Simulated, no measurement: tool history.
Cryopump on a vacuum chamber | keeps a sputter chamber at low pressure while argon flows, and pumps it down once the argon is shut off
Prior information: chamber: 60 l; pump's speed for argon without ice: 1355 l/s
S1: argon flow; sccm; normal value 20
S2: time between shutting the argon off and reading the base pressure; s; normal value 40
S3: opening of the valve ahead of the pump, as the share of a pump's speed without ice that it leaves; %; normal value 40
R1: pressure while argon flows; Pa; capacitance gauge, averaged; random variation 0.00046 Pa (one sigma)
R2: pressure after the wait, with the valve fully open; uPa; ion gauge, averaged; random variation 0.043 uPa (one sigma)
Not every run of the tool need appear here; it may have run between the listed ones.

{"run": 1, "hour": 0.0, "S1": 20, "S2": 40, "S3": 40, "R1": 0.0648, "R2": 3.92}
{"run": 2, "hour": 38.5, "S1": 23, "S2": 40, "S3": 40, "R1": 0.074, "R2": 3.82}
{"run": 3, "hour": 76.5, "S1": 20, "S2": 40, "S3": 40, "R1": 0.0656, "R2": 3.84}
{"run": 4, "hour": 122.9, "S1": 20, "S2": 40, "S3": 40, "R1": 0.066, "R2": 3.86}
{"run": 5, "hour": 163.3, "S1": 20, "S2": 179, "S3": 40, "R1": 0.066, "R2": 2.17}
{"run": 6, "hour": 200.8, "S1": 37, "S2": 40, "S3": 40, "R1": 0.1208, "R2": 4.08}
{"run": 7, "hour": 254.8, "S1": 37, "S2": 40, "S3": 40, "R1": 0.1202, "R2": 4}
{"run": 8, "hour": 299.9, "S1": 37, "S2": 40, "S3": 40, "R1": 0.1214, "R2": 4.12}
{"run": 9, "hour": 329.5, "S1": 10, "S2": 32, "S3": 25, "R1": 0.0512, "R2": 4.69}
{"run": 10, "hour": 376.1, "S1": 20, "S2": 40, "S3": 19, "R1": 0.1354, "R2": 4.1}
{"run": 11, "hour": 429.8, "S1": 13, "S2": 64, "S3": 59, "R1": 0.0294, "R2": 3.27}
{"run": 12, "hour": 486.3, "S1": 8, "S2": 21, "S3": 59, "R1": 0.018, "R2": 6.46}
{"run": 13, "hour": 532.9, "S1": 15, "S2": 40, "S3": 40, "R1": 0.0497, "R2": 4.25}
{"run": 14, "hour": 577.5, "S1": 15, "S2": 40, "S3": 49, "R1": 0.0413, "R2": 4.42}

How would selected steps in R1 from run to run divide? Give the signed amount a tool lacking its hidden state would still show from settings, what came in and random variation, and the signed amount left for the hidden state, including any gauge scatter that is not in both of the compared results.
Hidden conditions of the tool in this case: pump's speed, % of a pump's without ice; cold plate's temperature, K; leak into the chamber, uPa l/s; drift of the gauge itself on working_pa, %; drift of the gauge itself on base_upa, %.
Run 8 -> 9: S1 37 -> 10, S2 40 -> 32, S3 40 -> 25. R1 -0.0702 Pa: hidden state -0.0042, all else -0.066.
Run 10 -> 11: S1 20 -> 13, S2 40 -> 64, S3 19 -> 59. R1 -0.106 Pa: hidden state -0.0011, all else -0.1049.
